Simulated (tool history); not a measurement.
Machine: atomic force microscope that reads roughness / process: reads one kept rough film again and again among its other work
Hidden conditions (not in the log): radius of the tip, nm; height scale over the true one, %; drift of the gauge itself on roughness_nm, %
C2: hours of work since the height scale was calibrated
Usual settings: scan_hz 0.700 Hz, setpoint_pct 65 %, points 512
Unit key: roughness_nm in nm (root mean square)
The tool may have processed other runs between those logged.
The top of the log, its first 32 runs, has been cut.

run 33 hour=316.4 | scan_hz=0.700 setpoint_pct=62 points=799 | pictures_with_this_tip=296 C2=506 | roughness_nm=4.676
run 34 hour=326.8 | scan_hz=0.605 setpoint_pct=84 points=317 | pictures_with_this_tip=313 C2=513 | roughness_nm=4.580
-- hour=328.2 new tip fitted
run 35 hour=338.2 | scan_hz=0.605 setpoint_pct=84 points=317 | pictures_with_this_tip=17 C2=521 | roughness_nm=4.592
run 36 hour=345.9 | scan_hz=0.605 setpoint_pct=84 points=317 | pictures_with_this_tip=30 C2=526 | roughness_nm=4.576
run 37 hour=358.5 | scan_hz=2.903 setpoint_pct=73 points=535 | pictures_with_this_tip=52 C2=535 | roughness_nm=4.272
run 38 hour=371.1 | scan_hz=0.505 setpoint_pct=70 points=512 | pictures_with_this_tip=73 C2=544 | roughness_nm=4.681
run 39 hour=377.8 | scan_hz=0.505 setpoint_pct=70 points=512 | pictures_with_this_tip=84 C2=548 | roughness_nm=4.730
run 40 hour=386.7 | scan_hz=0.505 setpoint_pct=70 points=512 | pictures_with_this_tip=100 C2=554 | roughness_nm=4.691
run 41 hour=396.4 | scan_hz=0.505 setpoint_pct=70 points=512 | pictures_with_this_tip=116 C2=561 | roughness_nm=4.713
run 42 hour=402.8 | scan_hz=0.700 setpoint_pct=73 points=572 | pictures_with_this_tip=127 C2=566 | roughness_nm=4.647
run 43 hour=409.8 | scan_hz=0.700 setpoint_pct=73 points=572 | pictures_with_this_tip=139 C2=570 | roughness_nm=4.631
run 44 hour=421.3 | scan_hz=0.700 setpoint_pct=73 points=572 | pictures_with_this_tip=159 C2=578 | roughness_nm=4.633
run 45 hour=432.2 | scan_hz=0.700 setpoint_pct=73 points=572 | pictures_with_this_tip=177 C2=586 | roughness_nm=4.675
run 46 hour=445.1 | scan_hz=0.700 setpoint_pct=73 points=572 | pictures_with_this_tip=199 C2=595 | roughness_nm=4.692
run 47 hour=454.6 | scan_hz=0.700 setpoint_pct=79 points=329 | pictures_with_this_tip=215 C2=601 | roughness_nm=4.567
run 48 hour=467.3 | scan_hz=0.700 setpoint_pct=65 points=258 | pictures_with_this_tip=237 C2=610 | roughness_nm=4.672

Forecast each of these 5 alternatives for the next run:
run A hour=475.9 | scan_hz=0.994 setpoint_pct=65 points=258 | pictures_with_this_tip=252 C2=616 | roughness_nm=?
run B hour=475.9 | scan_hz=0.996 setpoint_pct=70 points=706 | pictures_with_this_tip=252 C2=616 | roughness_nm=?
run C hour=475.9 | scan_hz=0.700 setpoint_pct=65 points=948 | pictures_with_this_tip=252 C2=616 | roughness_nm=?
run D hour=475.9 | scan_hz=2.304 setpoint_pct=77 points=258 | pictures_with_this_tip=252 C2=616 | roughness_nm=?
run E hour=475.9 | scan_hz=3.684 setpoint_pct=73 points=687 | pictures_with_this_tip=252 C2=616 | roughness_nm=?

run=A roughness_nm=4.644
run=B roughness_nm=4.618
run=C roughness_nm=4.673
run=D roughness_nm=4.251
run=E roughness_nm=4.218
Without the tool's unlogged condition, the same runs would have read:
run=A roughness_nm=4.661
run=B roughness_nm=4.634
run=C roughness_nm=4.690
run=D roughness_nm=4.266
run=E roughness_nm=4.233

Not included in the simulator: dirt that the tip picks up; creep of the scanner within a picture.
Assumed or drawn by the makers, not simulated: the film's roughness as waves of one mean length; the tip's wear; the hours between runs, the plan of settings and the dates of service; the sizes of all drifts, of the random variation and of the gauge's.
